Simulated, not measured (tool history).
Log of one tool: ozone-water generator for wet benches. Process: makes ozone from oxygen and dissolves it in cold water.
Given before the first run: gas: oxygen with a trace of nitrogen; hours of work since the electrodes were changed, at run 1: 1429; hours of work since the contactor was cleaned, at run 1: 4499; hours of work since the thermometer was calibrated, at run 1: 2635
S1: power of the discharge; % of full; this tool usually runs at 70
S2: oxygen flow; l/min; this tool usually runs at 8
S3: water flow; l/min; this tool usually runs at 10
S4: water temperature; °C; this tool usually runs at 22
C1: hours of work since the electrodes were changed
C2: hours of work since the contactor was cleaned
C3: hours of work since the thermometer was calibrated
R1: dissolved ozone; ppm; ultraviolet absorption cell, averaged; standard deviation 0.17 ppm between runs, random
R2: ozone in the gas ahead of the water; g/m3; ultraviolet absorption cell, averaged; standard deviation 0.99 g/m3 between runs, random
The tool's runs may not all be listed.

{"run": 1, "hour": 0.0, "S1": 70, "S2": 8, "S3": 10, "S4": 22, "C1": 1429, "C2": 4499, "C3": 2635, "R1": 21.7, "R2": 168.8}
{"run": 2, "hour": 32.4, "S1": 70, "S2": 8, "S3": 10, "S4": 22, "C1": 1459, "C2": 4529, "C3": 2665, "R1": 21.5, "R2": 166.4}
{"run": 3, "hour": 69.8, "S1": 78, "S2": 8, "S3": 10, "S4": 22, "C1": 1493, "C2": 4564, "C3": 2700, "R1": 23.1, "R2": 181.9}
{"run": 4, "hour": 111.7, "S1": 78, "S2": 8, "S3": 10, "S4": 22, "C1": 1532, "C2": 4602, "C3": 2739, "R1": 23.3, "R2": 181.2}
{"run": 5, "hour": 156.6, "S1": 70, "S2": 8, "S3": 8, "S4": 22, "C1": 1574, "C2": 4644, "C3": 2780, "R1": 23.7, "R2": 168.3}
{"run": 6, "hour": 199.4, "S1": 70, "S2": 8, "S3": 8, "S4": 21, "C1": 1613, "C2": 4683, "C3": 2820, "R1": 24.6, "R2": 167}
{"run": 7, "hour": 239.8, "S1": 70, "S2": 8, "S3": 8, "S4": 21, "C1": 1651, "C2": 4721, "C3": 2857, "R1": 24.3, "R2": 167.3}
{"run": 8, "hour": 273.8, "S1": 70, "S2": 8, "S3": 8, "S4": 21, "C1": 1682, "C2": 4752, "C3": 2889, "R1": 24.4, "R2": 167}
{"run": 9, "hour": 318.9, "S1": 70, "S2": 6.02, "S3": 10, "S4": 22, "C1": 1724, "C2": 4794, "C3": 2930, "R1": 23.2, "R2": 200.9}
{"run": 10, "hour": 344.1, "S1": 70, "S2": 6.02, "S3": 10, "S4": 22, "C1": 1747, "C2": 4817, "C3": 2954, "R1": 23.3, "R2": 198.3}
{"run": 11, "hour": 376.2, "S1": 70, "S2": 8, "S3": 10, "S4": 22, "C1": 1777, "C2": 4847, "C3": 2983, "R1": 21.4, "R2": 166.5}
{"run": 12, "hour": 419.8, "S1": 70, "S2": 8, "S3": 10, "S4": 22, "C1": 1817, "C2": 4888, "C3": 3024, "R1": 21.3, "R2": 167.5}
{"run": 13, "hour": 444.9, "S1": 70, "S2": 8, "S3": 10, "S4": 22, "C1": 1840, "C2": 4911, "C3": 3047, "R1": 21, "R2": 168}
{"run": 14, "hour": 482.4, "S1": 70, "S2": 8, "S3": 6, "S4": 22, "C1": 1875, "C2": 4945, "C3": 3082, "R1": 26.9, "R2": 168.3}
{"run": 15, "hour": 520.4, "S1": 70, "S2": 8, "S3": 15, "S4": 22, "C1": 1910, "C2": 4981, "C3": 3117, "R1": 16.6, "R2": 166.1}
{"hour": 524.1, "done": "water thermometer calibrated"}
{"run": 16, "hour": 566.9, "S1": 70, "S2": 8, "S3": 15, "S4": 22, "C1": 1953, "C2": 5023, "C3": 40, "R1": 16.5, "R2": 168.2}
{"run": 17, "hour": 602.4, "S1": 70, "S2": 8, "S3": 6, "S4": 16, "C1": 1986, "C2": 5056, "C3": 72, "R1": 31.1, "R2": 165.6}
{"hour": 636.2, "done": "water thermometer calibrated, once more"}
{"run": 18, "hour": 641.0, "S1": 70, "S2": 8, "S3": 6, "S4": 16, "C1": 2021, "C2": 5091, "C3": 4, "R1": 31.6, "R2": 167.2}
{"run": 19, "hour": 667.2, "S1": 67, "S2": 4.37, "S3": 6, "S4": 17, "C1": 2045, "C2": 5116, "C3": 29, "R1": 36.9, "R2": 233.7}
{"run": 20, "hour": 709.3, "S1": 46, "S2": 8.93, "S3": 6, "S4": 22, "C1": 2084, "C2": 5155, "C3": 68, "R1": 18, "R2": 111.6}
{"run": 21, "hour": 756.0, "S1": 93, "S2": 13.59, "S3": 6, "S4": 16, "C1": 2127, "C2": 5198, "C3": 111, "R1": 30.4, "R2": 149.2}
{"run": 22, "hour": 778.5, "S1": 42, "S2": 6.91, "S3": 7, "S4": 19, "C1": 2148, "C2": 5219, "C3": 132, "R1": 19.2, "R2": 122.8}
{"run": 23, "hour": 819.4, "S1": 95, "S2": 8, "S3": 6, "S4": 30, "C1": 2186, "C2": 5256, "C3": 170, "R1": 27.1, "R2": 211.7}
{"run": 24, "hour": 870.6, "S1": 95, "S2": 8, "S3": 6, "S4": 30, "C1": 2233, "C2": 5304, "C3": 217, "R1": 27.2, "R2": 210.6}
{"run": 25, "hour": 902.6, "S1": 95, "S2": 8, "S3": 6, "S4": 30, "C1": 2263, "C2": 5333, "C3": 247, "R1": 27, "R2": 209.1}
{"run": 26, "hour": 937.1, "S1": 96, "S2": 7.35, "S3": 7, "S4": 16, "C1": 2295, "C2": 5365, "C3": 279, "R1": 38.3, "R2": 222.8}
{"run": 27, "hour": 980.6, "S1": 88, "S2": 7.35, "S3": 10, "S4": 16, "C1": 2335, "C2": 5406, "C3": 319, "R1": 29.4, "R2": 209.4}
{"run": 28, "hour": 1026.5, "S1": 88, "S2": 7.35, "S3": 10, "S4": 16, "C1": 2378, "C2": 5448, "C3": 361, "R1": 29.3, "R2": 207.8}
{"run": 29, "hour": 1071.2, "S1": 70, "S2": 6.3, "S3": 13, "S4": 22, "C1": 2419, "C2": 5490, "C3": 403, "R1": 19, "R2": 191.7}
{"run": 30, "hour": 1095.4, "S1": 70, "S2": 8, "S3": 10, "S4": 16, "C1": 2441, "C2": 5512, "C3": 425, "R1": 23.9, "R2": 166.3}
{"run": 31, "hour": 1128.8, "S1": 92, "S2": 8, "S3": 10, "S4": 16, "C1": 2472, "C2": 5543, "C3": 456, "R1": 29, "R2": 203.5}
{"run": 32, "hour": 1173.9, "S1": 92, "S2": 8, "S3": 10, "S4": 16, "C1": 2514, "C2": 5585, "C3": 498, "R1": 29.8, "R2": 203.8}

Forecast each of these 4 alternatives for the next run:
{"run": "A", "hour": 1210.6, "S1": 73, "S2": 4.41, "S3": 10, "S4": 27, "C1": 2548, "C2": 5619, "C3": 532, "R1": "?", "R2": "?"}
{"run": "B", "hour": 1210.6, "S1": 70, "S2": 11.18, "S3": 10, "S4": 20, "C1": 2548, "C2": 5619, "C3": 532, "R1": "?", "R2": "?"}
{"run": "C", "hour": 1210.6, "S1": 64, "S2": 8, "S3": 8, "S4": 22, "C1": 2548, "C2": 5619, "C3": 532, "R1": "?", "R2": "?"}
{"run": "D", "hour": 1210.6, "S1": 41, "S2": 8, "S3": 9, "S4": 16, "C1": 2548, "C2": 5619, "C3": 532, "R1": "?", "R2": "?"}

run=A R1=23.2 R2=246.8
run=B R1=19.3 R2=135.4
run=C R1=21.8 R2=153.4
run=D R1=16.6 R2=110.2
Take away the tool's hidden state, keep each run's random variation, and the runs would have read:
run=A R1=26.1 R2=255.8
run=B R1=21.7 R2=140.2
run=C R1=24.3 R2=158.5
run=D R1=18.4 R2=112.5
